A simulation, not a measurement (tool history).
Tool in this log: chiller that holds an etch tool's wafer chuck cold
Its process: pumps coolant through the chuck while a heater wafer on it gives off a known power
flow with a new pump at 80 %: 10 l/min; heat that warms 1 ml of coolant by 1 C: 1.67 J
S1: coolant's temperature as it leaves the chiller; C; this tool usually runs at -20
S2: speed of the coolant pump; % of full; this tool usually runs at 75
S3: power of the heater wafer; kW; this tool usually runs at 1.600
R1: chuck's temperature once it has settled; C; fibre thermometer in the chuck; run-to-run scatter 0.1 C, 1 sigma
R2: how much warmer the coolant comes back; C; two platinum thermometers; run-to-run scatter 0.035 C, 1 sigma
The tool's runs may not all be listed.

| run | hour | S1 | S2 | S3 | R1 | R2 |
|---|---|---|---|---|---|---|
| 1 | 0.0 | -20 | 75 | 1.600 | -6.7 | 6.13 |
|  | 84.2 | coolant changed, channels flushed |
| 2 | 127.5 | -20 | 75 | 1.600 | -6.6 | 6.14 |
| 3 | 202.4 | -20 | 75 | 1.600 | -6.8 | 6.04 |
| 4 | 291.1 | -20 | 75 | 1.600 | -6.6 | 6.06 |
| 5 | 355.3 | -20 | 75 | 1.600 | -6.8 | 6.08 |
| 6 | 465.8 | -23 | 75 | 1.600 | -9.7 | 6.09 |
| 7 | 527.0 | -23 | 75 | 1.600 | -9.7 | 6.02 |
| 8 | 612.5 | -23 | 75 | 1.600 | -9.6 | 6.02 |
| 9 | 722.7 | -23 | 75 | 1.600 | -9.7 | 6.02 |
|  | 815.4 | chiller's thermometer calibrated |
| 10 | 853.2 | -23 | 75 | 1.600 | -9.5 | 5.95 |
| 11 | 976.9 | -23 | 75 | 1.600 | -9.8 | 5.95 |
| 12 | 1097.1 | -23 | 75 | 1.600 | -9.7 | 5.93 |
|  | 1175.9 | gauge calibrated |
| 13 | 1225.1 | -23 | 75 | 1.600 | -9.7 | 6.18 |
| 14 | 1314.3 | -23 | 75 | 1.600 | -9.6 | 6.10 |
| 15 | 1432.7 | -23 | 75 | 1.600 | -9.7 | 6.18 |
| 16 | 1513.8 | -23 | 75 | 1.600 | -9.7 | 6.10 |
| 17 | 1614.4 | -23 | 75 | 1.600 | -9.6 | 6.14 |
| 18 | 1733.1 | -24 | 75 | 1.600 | -10.7 | 6.02 |
| 19 | 1800.9 | -18 | 62 | 1.713 | -1.6 | 7.90 |
| 20 | 1877.8 | -18 | 62 | 1.713 | -1.5 | 7.94 |
| 21 | 2006.8 | -21 | 75 | 0.877 | -13.8 | 3.17 |
| 22 | 2131.9 | -21 | 75 | 0.877 | -13.7 | 3.13 |
| 23 | 2237.0 | -23 | 72 | 0.885 | -15.4 | 3.27 |
| 24 | 2363.3 | -18 | 66 | 0.885 | -10.0 | 3.64 |
| 25 | 2453.6 | -18 | 66 | 0.885 | -10.0 | 3.67 |
| 26 | 2529.9 | -20 | 97 | 1.600 | -9.1 | 4.34 |
| 27 | 2585.2 | -28 | 75 | 1.244 | -17.6 | 4.46 |
| 28 | 2711.6 | -28 | 75 | 1.244 | -17.6 | 4.45 |
| 29 | 2793.9 | -28 | 75 | 1.244 | -17.6 | 4.41 |
| 30 | 2887.0 | -20 | 92 | 1.600 | -8.7 | 4.59 |
| 31 | 3006.3 | -30 | 92 | 1.501 | -19.5 | 4.19 |
| 32 | 3120.6 | -21 | 66 | 1.597 | -6.3 | 6.53 |
| 33 | 3191.6 | -21 | 61 | 1.618 | -5.2 | 7.27 |

Below are 3 alternative next runs, each starting from the tool's condition after run 33. Predict each:
| A | 3282.1 | -22 | 61 | 1.618 | ? | ? |
| B | 3282.1 | -15 | 77 | 1.146 | ? | ? |
| C | 3282.1 | -26 | 61 | 1.596 | ? | ? |

| run | R1 | R2 |
|---|---|---|
| A | -6.1 | 7.34 |
| B | -5.5 | 3.84 |
| C | -10.3 | 7.21 |
What these runs would have given with no unlogged condition in the tool:
| run | R1 | R2 |
|---|---|---|
| A | -6.2 | 7.77 |
| B | -5.5 | 4.28 |
| C | -10.3 | 7.64 |
